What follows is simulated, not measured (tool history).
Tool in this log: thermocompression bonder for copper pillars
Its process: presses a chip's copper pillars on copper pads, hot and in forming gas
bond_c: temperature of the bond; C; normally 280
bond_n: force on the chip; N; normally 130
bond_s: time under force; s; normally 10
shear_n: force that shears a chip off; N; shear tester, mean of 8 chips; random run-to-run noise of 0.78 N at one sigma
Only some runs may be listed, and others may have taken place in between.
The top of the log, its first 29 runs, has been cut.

{"day": 44.008, "done": "forming gas filter changed"}
{"run": 30, "day": 44.075, "bond_c": 251, "bond_n": 119, "bond_s": 12, "shear_n": 47.0}
{"run": 31, "day": 45.921, "bond_c": 289, "bond_n": 182, "bond_s": 6, "shear_n": 72.8}
{"run": 32, "day": 47.504, "bond_c": 280, "bond_n": 141, "bond_s": 10, "shear_n": 67.1}
{"run": 33, "day": 48.554, "bond_c": 280, "bond_n": 141, "bond_s": 14, "shear_n": 74.2}
{"run": 34, "day": 49.808, "bond_c": 280, "bond_n": 141, "bond_s": 14, "shear_n": 72.3}
{"run": 35, "day": 51.842, "bond_c": 286, "bond_n": 130, "bond_s": 10, "shear_n": 67.9}
{"run": 36, "day": 53.042, "bond_c": 286, "bond_n": 130, "bond_s": 10, "shear_n": 69.1}
{"day": 54.425, "done": "heater calibrated with a thermocouple chip"}
{"run": 37, "day": 55.104, "bond_c": 280, "bond_n": 130, "bond_s": 16, "shear_n": 66.2}
{"run": 38, "day": 57.254, "bond_c": 280, "bond_n": 146, "bond_s": 22, "shear_n": 75.6}

4 options for the next run, each taken on its own from the tool as it stands now. Forecast them:
{"run": "A", "day": 58.554, "bond_c": 279, "bond_n": 146, "bond_s": 7, "shear_n": "?"}
{"run": "B", "day": 58.554, "bond_c": 301, "bond_n": 159, "bond_s": 7, "shear_n": "?"}
{"run": "C", "day": 58.554, "bond_c": 293, "bond_n": 130, "bond_s": 10, "shear_n": "?"}
{"run": "D", "day": 58.554, "bond_c": 280, "bond_n": 146, "bond_s": 19, "shear_n": "?"}

run=A shear_n=55.2
run=B shear_n=70.5
run=C shear_n=66.1
run=D shear_n=71.2
The same runs, with their run-to-run variation unchanged, on a tool lacking any hidden condition would have given:
run=A shear_n=59.4
run=B shear_n=75.9
run=C shear_n=71.2
run=D shear_n=76.8
